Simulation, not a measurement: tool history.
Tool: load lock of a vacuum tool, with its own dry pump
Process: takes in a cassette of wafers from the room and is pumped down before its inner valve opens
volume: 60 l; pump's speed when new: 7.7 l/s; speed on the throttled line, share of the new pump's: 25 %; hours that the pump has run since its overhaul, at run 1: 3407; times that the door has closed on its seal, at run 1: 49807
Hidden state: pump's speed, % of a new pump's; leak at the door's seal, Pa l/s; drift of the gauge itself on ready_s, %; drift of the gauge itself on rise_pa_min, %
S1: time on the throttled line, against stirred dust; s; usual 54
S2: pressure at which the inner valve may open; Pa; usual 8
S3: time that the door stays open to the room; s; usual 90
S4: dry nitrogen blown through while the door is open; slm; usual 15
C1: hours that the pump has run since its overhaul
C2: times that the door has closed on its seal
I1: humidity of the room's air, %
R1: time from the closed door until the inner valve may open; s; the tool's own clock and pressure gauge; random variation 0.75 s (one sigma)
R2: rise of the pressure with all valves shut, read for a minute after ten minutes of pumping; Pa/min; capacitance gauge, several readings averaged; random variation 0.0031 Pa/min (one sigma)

run	hour	S1	S2	S3	S4	C1	C2	I1	R1	R2
1	0.0	54	8	90	15	3407	49807	44.2	117.8	0.598
2	209.3	54	8	90	15	3616	50451	43.9	118.8	0.598
3	521.2	54	8	90	15	3928	51410	48.8	119.5	0.630
4	901.5	54	8	90	15	4308	52579	47.6	119.4	0.651
5	1262.5	54	8	90	15	4669	53689	44.5	118.3	0.668
6	1666.2	54	8	90	9	5073	54931	44.6	119.9	0.700
7	2101.2	54	8	90	15	5508	56268	44.1	120.8	0.714
8	2522.8	54	8	90	15	5930	57565	42.4	121.0	0.734
# hour 2568.2: door's seal changed, seat wiped
9	2847.0	54	10	33	15	6252	857	46.5	119.6	0.037
10	3058.2	54	10	33	15	6464	1507	49.2	118.3	0.039
11	3453.0	54	10	206	15	6858	2721	46.5	120.9	0.129
12	3712.9	52	10	222	20	7118	3520	46.5	119.8	0.122
13	4113.1	52	10	222	20	7518	4751	44.7	121.0	0.127

3 ways to go on from here, each from the tool as it stands after run 13. What would each give?
A	4427.4	41	8	33	4	7833	5717	39.9	?	?
B	4427.4	28	12	45	15	7833	5717	44.1	?	?
C	4427.4	44	13	90	15	7833	5717	47.3	?	?

run	R1	R2
A	115.9	0.064
B	103.5	0.063
C	114.1	0.097
Without the tool's hidden state the same runs would have given:
run	R1	R2
A	104.6	0.039
B	92.2	0.039
C	103.6	0.072
